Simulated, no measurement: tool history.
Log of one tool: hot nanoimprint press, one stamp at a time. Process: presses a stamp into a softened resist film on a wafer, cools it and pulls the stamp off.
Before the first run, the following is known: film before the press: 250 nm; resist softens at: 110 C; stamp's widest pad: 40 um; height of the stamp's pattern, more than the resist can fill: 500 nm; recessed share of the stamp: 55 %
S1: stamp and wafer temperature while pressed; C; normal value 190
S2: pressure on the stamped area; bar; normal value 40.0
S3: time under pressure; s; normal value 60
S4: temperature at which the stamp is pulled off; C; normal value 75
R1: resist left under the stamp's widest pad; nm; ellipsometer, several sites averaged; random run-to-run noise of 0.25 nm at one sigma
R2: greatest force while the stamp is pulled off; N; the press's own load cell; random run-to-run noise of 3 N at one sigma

run	hour	S1	S2	S3	S4	R1	R2
1	0.0	190	40.0	60	75	133.3	164
2	19.0	190	40.0	60	75	133.1	163
3	34.7	190	40.0	60	75	133.3	161
4	53.7	190	40.0	60	75	133.1	168
5	71.2	190	40.0	60	78	133.0	163
6	83.4	201	40.0	60	75	99.7	160
7	96.2	188	40.0	60	75	140.1	168
8	114.9	188	40.0	60	75	140.3	171
9	131.1	188	40.0	60	75	139.7	167
10	145.4	188	40.0	60	75	140.0	169
11	162.6	188	40.0	60	75	140.0	167
12	177.3	188	40.0	60	75	139.9	168
13	193.2	190	40.0	60	75	132.7	176
14	203.9	190	40.0	60	75	132.8	171
15	217.4	190	40.0	60	75	132.8	175
16	227.0	190	48.0	50	75	131.8	171
17	242.0	190	55.7	35	75	140.3	174
18	257.5	190	45.7	35	75	150.3	172
19	267.4	200	31.0	42	75	129.6	167
20	285.9	182	40.0	117	81	130.8	172
21	298.0	190	28.1	113	81	121.9	173
22	316.1	190	28.1	113	81	122.1	170
23	332.6	190	28.1	113	81	121.8	165
24	346.5	179	29.1	49	75	196.4	184
25	365.5	186	58.2	49	75	136.1	175
26	380.4	192	29.6	51	76	149.0	183
27	391.1	192	29.6	51	76	148.7	181
28	402.1	189	29.6	51	76	159.3	187
29	414.6	180	45.4	63	71	160.1	181
30	429.2	180	54.6	63	72	151.0	187

Predict each of these 4 candidate next runs independently; none follows another, all start after run 30:
A	447.4	190	48.8	60	75	?	?
B	447.4	192	40.0	60	69	?	?
C	447.4	190	40.0	64	75	?	?
D	447.4	180	27.3	91	72	?	?

run	R1	R2
A	121.9	183
B	125.3	191
C	129.0	184
D	169.7	192
What these runs would have given with no unlogged condition in the tool:
run	R1	R2
A	123.4	138
B	126.7	144
C	130.5	139
D	171.4	145
